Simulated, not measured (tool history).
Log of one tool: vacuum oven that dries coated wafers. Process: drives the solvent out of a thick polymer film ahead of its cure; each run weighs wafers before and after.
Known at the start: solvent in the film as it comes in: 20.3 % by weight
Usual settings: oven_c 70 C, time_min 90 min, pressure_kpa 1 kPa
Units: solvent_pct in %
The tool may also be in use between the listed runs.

run	day	oven_c	time_min	pressure_kpa	solvent_pct
1	0	70	90	1	3.05
2	1.358	70	90	1	3.09
3	2.496	70	90	1	3.08
4	4.171	70	90	1	3.05
# day 5.321: vacuum gauge cleaned of residue and calibrated
5	5.829	70	90	1	2.64
6	8.517	70	90	1	2.67
7	10.033	70	90	2.38	3.35
# day 11.112: oven's thermocouples calibrated
8	12.371	57	96	3.13	8.51
9	14.717	57	61	3.13	10.73
10	16.217	57	61	3.13	10.77
11	18.488	57	61	3.13	10.73
12	20.383	70	90	0.59	2.63
13	22.6	70	76	1.37	3.84
14	24.992	63	69	1	6.59

5 ways to go on from here, each from the tool as it stands after run 14. What would each give?
A	26.742	70	153	1	?
B	26.742	70	90	2.63	?
C	26.742	66	90	1.86	?
D	26.742	71	69	1	?
E	26.742	75	50	1.49	?

run	solvent_pct
A	1.26
B	3.71
C	4.57
D	3.8
E	4.49
Without the tool's hidden state the same runs would have given:
run	solvent_pct
A	1.18
B	3.68
C	4.54
D	3.79
E	4.49

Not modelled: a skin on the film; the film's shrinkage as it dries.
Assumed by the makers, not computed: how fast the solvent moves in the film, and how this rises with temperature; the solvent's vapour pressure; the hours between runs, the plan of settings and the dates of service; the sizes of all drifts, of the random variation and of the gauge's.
